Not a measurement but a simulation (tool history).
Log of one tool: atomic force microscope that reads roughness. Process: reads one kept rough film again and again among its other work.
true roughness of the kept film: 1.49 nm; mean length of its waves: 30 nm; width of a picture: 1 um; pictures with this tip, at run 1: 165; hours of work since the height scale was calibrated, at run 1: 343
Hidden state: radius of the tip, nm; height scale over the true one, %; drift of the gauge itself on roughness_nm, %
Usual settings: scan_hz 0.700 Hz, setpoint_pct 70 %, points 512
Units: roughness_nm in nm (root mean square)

run	hour	scan_hz	setpoint_pct	points	pictures with this tip	hours of work since the height scale was calibrated	roughness_nm
1	0.0	0.700	70	512	165	343	1.304
2	28.0	1.289	70	512	212	363	1.248
3	43.5	0.700	70	512	238	374	1.271
4	56.4	0.700	70	512	260	383	1.261
# hour 75.8: new tip fitted
5	75.8	0.700	70	512	0	397	1.376
6	101.2	0.700	70	512	42	415	1.355
7	126.0	0.700	70	512	84	433	1.328
8	148.6	0.700	70	512	122	450	1.325
9	163.5	0.700	70	512	147	460	1.314
10	187.1	0.700	70	512	187	477	1.285
11	205.0	0.700	70	512	217	490	1.281
12	233.9	0.700	70	512	265	511	1.253
# hour 250.3: new tip fitted
13	255.8	0.700	70	512	9	527	1.363
14	272.7	0.700	70	512	38	539	1.360
15	289.2	0.625	70	512	66	551	1.339
16	318.9	0.700	70	911	115	572	1.322
17	349.6	0.700	70	911	167	594	1.303
18	368.5	0.700	70	911	199	608	1.288
19	395.8	0.700	70	911	245	628	1.266
# hour 424.2: new tip fitted
20	427.4	0.700	70	911	5	650	1.383
21	457.4	0.700	70	911	56	672	1.358
22	476.4	0.700	70	396	87	686	1.333
23	491.0	0.700	70	512	112	696	1.328
24	513.8	0.700	70	512	150	713	1.302
25	540.4	0.700	65	889	195	732	1.300
26	562.0	0.700	65	889	231	747	1.284
27	588.4	0.665	59	960	276	767	1.277
# hour 599.2: new tip fitted
28	609.0	0.977	66	680	16	781	1.369
29	629.7	0.977	66	680	51	796	1.341
30	651.3	0.577	71	324	88	812	1.320
31	674.9	3.157	71	324	127	829	1.165
32	698.3	2.330	71	324	167	846	1.177
33	720.6	1.472	64	846	204	862	1.268
34	741.7	0.700	57	512	240	877	1.292
35	757.8	0.700	57	591	267	889	1.276
# hour 772.1: new tip fitted
36	781.7	2.889	74	909	16	905	1.209
37	811.9	0.700	61	564	67	927	1.358
38	838.4	0.700	84	505	111	946	1.285
39	860.4	0.530	84	505	148	962	1.292
40	890.8	3.410	70	684	199	984	1.149
41	906.1	3.410	64	355	225	995	1.173
42	933.7	1.600	81	776	271	1015	1.155
# hour 947.0: new tip fitted
43	955.3	0.700	84	607	14	1031	1.323
44	971.7	0.808	55	512	42	1042	1.380
45	997.4	0.808	55	512	85	1061	1.361
46	1018.3	1.377	63	450	120	1076	1.302
47	1043.7	1.519	88	519	163	1094	1.138
48	1064.7	0.922	56	377	198	1110	1.295

Measured less the same run without the tool's hidden state. The same run-to-run variation is in both; the gauge's scatter may not be:
run	roughness_nm
1	-0.071
2	-0.088
3	-0.101
4	-0.110
5	+0.003
6	-0.016
7	-0.038
8	-0.055
9	-0.066
10	-0.084
11	-0.098
12	-0.117
13	-0.004
14	-0.017
15	-0.029
16	-0.053
17	-0.077
18	-0.091
19	-0.110
20	+0.002
21	-0.023
22	-0.037
23	-0.049
24	-0.067
25	-0.088
26	-0.103
27	-0.124
28	-0.006
29	-0.023
30	-0.040
31	-0.052
32	-0.069
33	-0.091
34	-0.109
35	-0.119
36	-0.002
37	-0.027
38	-0.044
39	-0.060
40	-0.075
41	-0.088
42	-0.106
43	-0.001
44	-0.013
45	-0.036
46	-0.051
47	-0.063
48	-0.088
